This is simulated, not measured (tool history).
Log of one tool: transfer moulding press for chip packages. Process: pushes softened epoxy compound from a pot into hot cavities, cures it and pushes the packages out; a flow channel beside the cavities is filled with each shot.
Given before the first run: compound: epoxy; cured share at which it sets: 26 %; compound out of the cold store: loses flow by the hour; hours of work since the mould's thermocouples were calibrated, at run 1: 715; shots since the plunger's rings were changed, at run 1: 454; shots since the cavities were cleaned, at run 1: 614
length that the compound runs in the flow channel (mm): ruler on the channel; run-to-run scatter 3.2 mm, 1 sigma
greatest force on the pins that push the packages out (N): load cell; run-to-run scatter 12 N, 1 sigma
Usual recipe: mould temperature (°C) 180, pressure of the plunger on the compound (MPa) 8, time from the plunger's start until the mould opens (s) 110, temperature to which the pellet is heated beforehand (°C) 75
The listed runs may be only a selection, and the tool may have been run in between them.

run	hour	mould temperature (°C)	pressure of the plunger on the compound (MPa)	time from the plunger's start until the mould opens (s)	temperature to which the pellet is heated beforehand (°C)	hours of work since the mould's thermocouples were calibrated	shots since the plunger's rings were changed	shots since the cavities were cleaned	incoming compound's hours out of the cold store	length that the compound runs in the flow channel (mm)	greatest force on the pins that push the packages out (N)
1	0	180	8	110	75	715	454	614	22.5	556	913
# hour 5.2: cavities cleaned with cleaning compound and waxed
2	40.5	180	8	128	75	740	877	383	16.7	568	713
# hour 68.6: cavities cleaned with cleaning compound and waxed
3	83.6	180	8	102	75	767	1328	163	27	541	921
# hour 100.9: mould's thermocouples calibrated
4	122.4	180	8	102	75	14	1727	562	35.3	517	1136
# hour 133.1: cavities cleaned with cleaning compound and waxed
5	155.6	180	8	102	75	35	2071	244	19.1	546	1025
# hour 193.9: cavities cleaned with cleaning compound and waxed
6	203.2	180	8	110	75	65	2571	100	11.9	558	811
# hour 215.8: plunger's sealing rings changed
7	231.3	180	8	110	78	81	168	378	20.1	570	945
# hour 261.2: cavities cleaned with cleaning compound and waxed
8	266.3	180	8	110	78	103	531	55	41.7	520	690
# hour 290.9: mould's thermocouples calibrated, once more
9	298.7	180	8	110	78	5	861	385	9.2	583	865
# hour 326.7: cavities cleaned with cleaning compound and waxed
10	345	180	8	110	78	34	1346	198	46.4	502	738
# hour 389.5: cavities cleaned with cleaning compound and waxed
11	397.3	180	8	110	78	67	1898	85	20	546	641
12	435	180	8	110	78	92	2306	493	41.2	495	863
# hour 450.8: cavities cleaned with cleaning compound and waxed
13	463.8	180	8	110	75	109	2602	140	36	501	680
# hour 475: plunger's sealing rings changed
14	499.9	180	8	110	75	131	269	504	31.9	539	858
# hour 516.2: cavities cleaned with cleaning compound and waxed
15	552.5	180	8	110	75	164	824	394	34.1	527	808
# hour 577.9: cavities cleaned with cleaning compound and waxed
16	601.8	180	8	110	75	196	1343	259	11.5	568	811
17	624.7	177	8.15	129	75	210	1591	507	42.8	514	814
# hour 641.5: cavities cleaned with cleaning compound and waxed
18	650	180	8.36	97	75	226	1850	93	19	561	886
19	693.5	186	8	128	75	254	2320	563	27.6	518	674
# hour 702.3: cavities cleaned with cleaning compound and waxed
# hour 729.4: plunger's sealing rings changed
20	736.7	175	9.92	102	75	280	79	346	26.8	627	1484
# hour 767.3: cavities cleaned with cleaning compound and waxed
21	788.2	175	9.92	102	75	312	621	226	25.4	625	1359
22	818	185	8.53	110	67	331	945	550	36.4	530	722
# hour 829.6: cavities cleaned with cleaning compound and waxed
23	852.8	175	8.79	110	67	353	1306	252	31.1	573	1141
# hour 893.1: cavities cleaned with cleaning compound and waxed
24	906.4	180	6.28	145	75	387	1870	144	16.1	488	538
# hour 954: cavities cleaned with cleaning compound and waxed
25	957.5	180	6.28	111	75	419	2409	39	35.5	453	595
# hour 985.1: plunger's sealing rings changed
26	985.1	180	6.28	111	75	435	0	311	18.1	506	827

Consider 4 possible next runs. They are alternatives, not a sequence: every one starts from the tool as it was left by run 26. What does each give?
# hour 1017.2: cavities cleaned with cleaning compound and waxed
A	1025.6	179	8.08	110	78	461	423	91	9.7	?	?
# hour 1017.2: cavities cleaned with cleaning compound and waxed
B	1025.6	180	8	146	66	461	423	91	27	?	?
# hour 1017.2: cavities cleaned with cleaning compound and waxed
C	1025.6	178	9.1	111	75	461	423	91	37.3	?	?
# hour 1017.2: cavities cleaned with cleaning compound and waxed
D	1025.6	180	8.73	111	67	461	423	91	37.1	?	?

run	length that the compound runs in the flow channel (mm)	greatest force on the pins that push the packages out (N)
A	596	785
B	547	524
C	567	787
D	554	677
Without the tool's hidden state the same runs would have given:
run	length that the compound runs in the flow channel (mm)	greatest force on the pins that push the packages out (N)
A	598	619
B	549	442
C	569	622
D	556	540

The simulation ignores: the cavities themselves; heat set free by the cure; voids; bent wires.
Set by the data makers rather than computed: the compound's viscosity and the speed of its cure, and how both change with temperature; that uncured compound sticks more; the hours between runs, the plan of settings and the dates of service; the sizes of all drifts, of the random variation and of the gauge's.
